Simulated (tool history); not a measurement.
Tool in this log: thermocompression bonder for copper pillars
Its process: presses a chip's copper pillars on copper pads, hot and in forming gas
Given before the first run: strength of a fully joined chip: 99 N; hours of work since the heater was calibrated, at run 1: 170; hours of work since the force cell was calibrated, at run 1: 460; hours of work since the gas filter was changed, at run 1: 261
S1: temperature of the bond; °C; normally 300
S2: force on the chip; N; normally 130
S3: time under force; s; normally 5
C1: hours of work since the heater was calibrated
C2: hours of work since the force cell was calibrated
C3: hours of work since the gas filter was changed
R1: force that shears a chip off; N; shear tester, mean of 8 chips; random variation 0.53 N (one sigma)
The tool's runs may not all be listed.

Run 1, hour 0.0: usual settings; C1 170; C2 460; C3 261. Result: R1 65.8 N.
Run 2, hour 9.8: usual settings; C1 174; C2 464; C3 265. Result: R1 66.1 N.
Run 3, hour 15.5: usual settings but S3 4 s; C1 177; C2 466; C3 268. Result: R1 62.4 N.
Run 4, hour 22.2: usual settings but S3 4 s; C1 180; C2 469; C3 271. Result: R1 62.2 N.
Run 5, hour 31.3: usual settings; C1 183; C2 473; C3 274. Result: R1 65.6 N.
Run 6, hour 37.9: usual settings but S1 294 °C; C1 186; C2 476; C3 277. Result: R1 61.4 N.
Run 7, hour 45.4: usual settings but S1 294 °C; C1 189; C2 479; C3 280. Result: R1 61.2 N.
Run 8, hour 52.7: usual settings but S1 294 °C; C1 193; C2 482; C3 284. Result: R1 61.4 N.
Run 9, hour 63.6: usual settings but S1 294 °C; C1 197; C2 487; C3 288. Result: R1 62.1 N.
Run 10, hour 72.8: usual settings; C1 201; C2 490; C3 292. Result: R1 66.1 N.
Run 11, hour 82.5: usual settings; C1 205; C2 495; C3 296. Result: R1 67.2 N.
Run 12, hour 88.8: usual settings; C1 208; C2 497; C3 299. Result: R1 65.8 N.
Run 13, hour 99.0: usual settings; C1 212; C2 502; C3 303. Result: R1 65.6 N.
Run 14, hour 109.4: usual settings but S1 321 °C; C1 217; C2 506; C3 308. Result: R1 78.5 N.
Run 15, hour 117.6: usual settings but S1 321 °C; C1 220; C2 510; C3 311. Result: R1 77.7 N.
Run 16, hour 128.0: usual settings but S1 321 °C; C1 224; C2 514; C3 316. Result: R1 77.7 N.
Run 17, hour 139.2: usual settings but S3 6 s; C1 229; C2 519; C3 320. Result: R1 69.0 N.
Run 18, hour 147.1: usual settings but S3 6 s; C1 233; C2 522; C3 324. Result: R1 68.7 N.
Run 19, hour 153.9: usual settings but S3 6 s; C1 235; C2 525; C3 327. Result: R1 68.7 N.
Run 20, hour 163.0: usual settings but S3 6 s; C1 239; C2 529; C3 330. Result: R1 68.8 N.
Run 21, hour 167.9: usual settings but S2 135 N, S3 6 s; C1 241; C2 531; C3 333. Result: R1 70.5 N.
Run 22, hour 178.5: usual settings but S2 141 N, S3 4 s; C1 246; C2 535; C3 337. Result: R1 64.4 N.
Run 23, hour 189.8: usual settings but S2 141 N, S3 4 s; C1 251; C2 540; C3 342. Result: R1 64.1 N.
Run 24, hour 198.6: usual settings but S1 301 °C, S2 113 N, S3 7 s; C1 254; C2 544; C3 346. Result: R1 68.5 N.
Run 25, hour 206.1: usual settings; C1 258; C2 547; C3 349. Result: R1 65.9 N.
Run 26, hour 216.1: usual settings but S2 121 N, S3 8 s; C1 262; C2 551; C3 353. Result: R1 72.8 N.
Run 27, hour 221.7: usual settings but S1 320 °C, S2 89 N, S3 8 s; C1 264; C2 554; C3 355. Result: R1 77.8 N.
Run 28, hour 233.0: usual settings but S1 282 °C, S2 190 N, S3 11 s; C1 269; C2 559; C3 360. Result: R1 76.0 N.
Run 29, hour 242.7: usual settings but S1 282 °C, S2 190 N, S3 11 s; C1 273; C2 563; C3 364. Result: R1 75.1 N.
Run 30, hour 250.7: usual settings but S1 309 °C; C1 277; C2 566; C3 368. Result: R1 70.9 N.
Run 31, hour 258.1: usual settings but S1 279 °C, S2 168 N, S3 3 s; C1 280; C2 569; C3 371. Result: R1 49.1 N.
Run 32, hour 264.0: usual settings but S1 316 °C, S2 174 N; C1 282; C2 572; C3 373. Result: R1 81.5 N.
Run 33, hour 270.8: usual settings but S1 316 °C, S2 147 N, S3 4 s; C1 285; C2 575; C3 376. Result: R1 74.5 N.
Run 34, hour 279.3: usual settings but S1 316 °C, S2 147 N, S3 4 s; C1 289; C2 578; C3 380. Result: R1 74.4 N.
At hour 285.5: forming gas filter changed.
Run 35, hour 286.5: usual settings but S1 301 °C, S2 144 N, S3 13 s; C1 292; C2 581; C3 0. Result: R1 86.1 N.
Run 36, hour 292.6: usual settings but S1 301 °C, S2 144 N, S3 13 s; C1 294; C2 584; C3 3. Result: R1 86.4 N.
Run 37, hour 299.9: usual settings but S2 175 N; C1 297; C2 587; C3 6. Result: R1 74.6 N.
Run 38, hour 307.8: usual settings but S2 175 N; C1 301; C2 590; C3 10. Result: R1 74.5 N.
Run 39, hour 316.1: usual settings but S1 304 °C, S2 125 N; C1 304; C2 594; C3 13. Result: R1 70.7 N.
Run 40, hour 322.0: usual settings but S2 107 N, S3 11 s; C1 307; C2 596; C3 16. Result: R1 77.4 N.

The same runs without the tool's hidden state, with the same run-to-run variation:
Hidden conditions of the tool in this case: true temperature of the bond over the reading, C; force that reaches the chip, % of what is set; oxide that the forming gas leaves, % of the face; drift of the gauge itself on shear_n, %.
run    R1
  1  67.1
  2  67.5
  3  63.7
  4  63.4
  5  67.0
  6  62.6
  7  62.5
  8  62.7
  9  63.4
 10  67.6
 11  68.7
 12  67.2
 13  67.1
 14  80.7
 15  79.9
 16  79.9
 17  70.7
 18  70.4
 19  70.5
 20  70.5
 21  72.3
 22  65.9
 23  65.6
 24  70.3
 25  67.6
 26  74.8
 27  80.2
 28  78.1
 29  77.2
 30  73.0
 31  50.1
 32  84.2
 33  76.9
 34  76.8
 35  85.5
 36  85.8
 37  73.8
 38  73.6
 39  69.9
 40  76.6
